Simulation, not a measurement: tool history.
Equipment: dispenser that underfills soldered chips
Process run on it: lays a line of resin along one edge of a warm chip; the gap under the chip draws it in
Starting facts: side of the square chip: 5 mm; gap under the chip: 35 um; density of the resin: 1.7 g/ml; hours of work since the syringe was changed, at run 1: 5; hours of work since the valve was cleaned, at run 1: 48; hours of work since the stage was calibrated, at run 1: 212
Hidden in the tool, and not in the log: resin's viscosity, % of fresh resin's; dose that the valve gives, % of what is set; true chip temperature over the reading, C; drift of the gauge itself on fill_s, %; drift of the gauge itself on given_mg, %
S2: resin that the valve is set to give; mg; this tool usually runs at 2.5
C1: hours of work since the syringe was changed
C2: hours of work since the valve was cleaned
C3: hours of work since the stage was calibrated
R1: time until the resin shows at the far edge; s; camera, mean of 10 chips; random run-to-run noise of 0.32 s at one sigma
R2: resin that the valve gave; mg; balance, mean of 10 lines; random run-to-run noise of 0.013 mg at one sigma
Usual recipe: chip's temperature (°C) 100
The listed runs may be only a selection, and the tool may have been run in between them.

{"run": 1, "hour": 0.0, "chip's temperature (°C)": 100, "S2": 2.5, "C1": 5, "C2": 48, "C3": 212, "R1": 12.6, "R2": 2.39}
{"hour": 6.1, "done": "new syringe of resin"}
{"run": 2, "hour": 6.8, "chip's temperature (°C)": 100, "S2": 2.84, "C1": 0, "C2": 53, "C3": 217, "R1": 11, "R2": 2.69}
{"run": 3, "hour": 17.2, "chip's temperature (°C)": 100, "S2": 2.9, "C1": 8, "C2": 60, "C3": 224, "R1": 13.6, "R2": 2.73}
{"hour": 19.3, "done": "new syringe of resin"}
{"run": 4, "hour": 28.5, "chip's temperature (°C)": 100, "S2": 2.9, "C1": 7, "C2": 68, "C3": 232, "R1": 13.2, "R2": 2.71}
{"hour": 32.2, "done": "new syringe of resin"}
{"run": 5, "hour": 38.8, "chip's temperature (°C)": 100, "S2": 2.9, "C1": 5, "C2": 75, "C3": 239, "R1": 11.9, "R2": 2.69}
{"hour": 44.7, "done": "new syringe of resin"}
{"run": 6, "hour": 48.7, "chip's temperature (°C)": 100, "S2": 2.9, "C1": 3, "C2": 82, "C3": 246, "R1": 11.2, "R2": 2.67}
{"hour": 55.6, "done": "dispensing valve cleaned and set on the balance"}
{"hour": 58.1, "done": "new syringe of resin"}
{"run": 7, "hour": 58.6, "chip's temperature (°C)": 100, "S2": 2.9, "C1": 0, "C2": 2, "C3": 252, "R1": 10.8, "R2": 2.91}
{"run": 8, "hour": 66.8, "chip's temperature (°C)": 108, "S2": 2.5, "C1": 6, "C2": 8, "C3": 258, "R1": 10.4, "R2": 2.48}
{"hour": 71.1, "done": "new syringe of resin"}
{"run": 9, "hour": 72.4, "chip's temperature (°C)": 108, "S2": 2.5, "C1": 1, "C2": 12, "C3": 262, "R1": 8, "R2": 2.48}
{"run": 10, "hour": 78.0, "chip's temperature (°C)": 108, "S2": 2.5, "C1": 5, "C2": 16, "C3": 266, "R1": 9.3, "R2": 2.47}
{"hour": 84.1, "done": "new syringe of resin"}
{"run": 11, "hour": 84.9, "chip's temperature (°C)": 108, "S2": 2.5, "C1": 1, "C2": 20, "C3": 271, "R1": 8.1, "R2": 2.46}
{"run": 12, "hour": 89.7, "chip's temperature (°C)": 108, "S2": 2.21, "C1": 4, "C2": 24, "C3": 274, "R1": 8.7, "R2": 2.17}
{"hour": 97.0, "done": "new syringe of resin"}
{"run": 13, "hour": 98.4, "chip's temperature (°C)": 100, "S2": 2.5, "C1": 1, "C2": 30, "C3": 280, "R1": 11.4, "R2": 2.44}
{"run": 14, "hour": 105.6, "chip's temperature (°C)": 100, "S2": 2.5, "C1": 6, "C2": 35, "C3": 285, "R1": 13.2, "R2": 2.42}
{"hour": 109.6, "done": "new syringe of resin"}
{"run": 15, "hour": 116.5, "chip's temperature (°C)": 100, "S2": 2.5, "C1": 5, "C2": 42, "C3": 293, "R1": 13.2, "R2": 2.43}
{"hour": 122.3, "done": "new syringe of resin"}
{"run": 16, "hour": 125.6, "chip's temperature (°C)": 100, "S2": 2.5, "C1": 2, "C2": 49, "C3": 299, "R1": 11.2, "R2": 2.41}
{"hour": 135.4, "done": "new syringe of resin"}
{"run": 17, "hour": 135.8, "chip's temperature (°C)": 89, "S2": 2.13, "C1": 0, "C2": 56, "C3": 306, "R1": 17.1, "R2": 2.05}
{"run": 18, "hour": 144.7, "chip's temperature (°C)": 89, "S2": 2.13, "C1": 7, "C2": 62, "C3": 313, "R1": 21.9, "R2": 2.01}
{"hour": 148.0, "done": "new syringe of resin"}
{"run": 19, "hour": 149.8, "chip's temperature (°C)": 89, "S2": 2.13, "C1": 1, "C2": 66, "C3": 316, "R1": 17.4, "R2": 1.97}
{"run": 20, "hour": 158.1, "chip's temperature (°C)": 99, "S2": 2.27, "C1": 7, "C2": 71, "C3": 322, "R1": 14.4, "R2": 2.13}
{"hour": 160.8, "done": "new syringe of resin"}
{"run": 21, "hour": 168.0, "chip's temperature (°C)": 103, "S2": 2.65, "C1": 5, "C2": 78, "C3": 329, "R1": 11.6, "R2": 2.45}
{"hour": 173.8, "done": "new syringe of resin"}
{"hour": 179.7, "done": "dispensing valve cleaned and set on the balance"}
{"run": 22, "hour": 179.7, "chip's temperature (°C)": 87, "S2": 2.68, "C1": 4, "C2": 0, "C3": 336, "R1": 19.9, "R2": 2.67}
{"hour": 187.2, "done": "new syringe of resin"}
{"run": 23, "hour": 187.2, "chip's temperature (°C)": 87, "S2": 2.68, "C1": 0, "C2": 5, "C3": 341, "R1": 17.7, "R2": 2.67}
{"run": 24, "hour": 194.6, "chip's temperature (°C)": 87, "S2": 2.68, "C1": 5, "C2": 10, "C3": 347, "R1": 22.3, "R2": 2.64}
{"hour": 200.2, "done": "new syringe of resin"}
{"run": 25, "hour": 200.8, "chip's temperature (°C)": 87, "S2": 2.68, "C1": 0, "C2": 15, "C3": 351, "R1": 18.1, "R2": 2.66}
{"run": 26, "hour": 207.2, "chip's temperature (°C)": 95, "S2": 2.45, "C1": 5, "C2": 19, "C3": 355, "R1": 15.6, "R2": 2.41}
{"hour": 212.7, "done": "new syringe of resin"}
{"run": 27, "hour": 217.3, "chip's temperature (°C)": 86, "S2": 3.1, "C1": 3, "C2": 26, "C3": 362, "R1": 21, "R2": 3.02}
{"run": 28, "hour": 224.0, "chip's temperature (°C)": 86, "S2": 3.1, "C1": 8, "C2": 31, "C3": 367, "R1": 25.8, "R2": 3}
{"hour": 225.4, "done": "new syringe of resin"}
{"run": 29, "hour": 229.1, "chip's temperature (°C)": 100, "S2": 2.69, "C1": 3, "C2": 34, "C3": 371, "R1": 11.5, "R2": 2.59}

Predict each of these 3 candidate next runs independently; none follows another, all start after run 29:
{"hour": 238.0, "done": "new syringe of resin"}
{"run": "A", "hour": 240.7, "chip's temperature (°C)": 90, "S2": 2.69, "C1": 2, "C2": 42, "C3": 379, "R1": "?", "R2": "?"}
{"hour": 238.0, "done": "new syringe of resin"}
{"run": "B", "hour": 240.7, "chip's temperature (°C)": 100, "S2": 2.15, "C1": 2, "C2": 42, "C3": 379, "R1": "?", "R2": "?"}
{"hour": 238.0, "done": "new syringe of resin"}
{"run": "C", "hour": 240.7, "chip's temperature (°C)": 114, "S2": 2.25, "C1": 2, "C2": 42, "C3": 379, "R1": "?", "R2": "?"}

run=A R1=16.8 R2=2.59
run=B R1=12.4 R2=2.07
run=C R1=7.3 R2=2.18
Stripped of hidden state, with their random variation kept, the same runs would have yielded:
run=A R1=14.1 R2=2.7
run=B R1=10.5 R2=2.15
run=C R1=6.2 R2=2.27
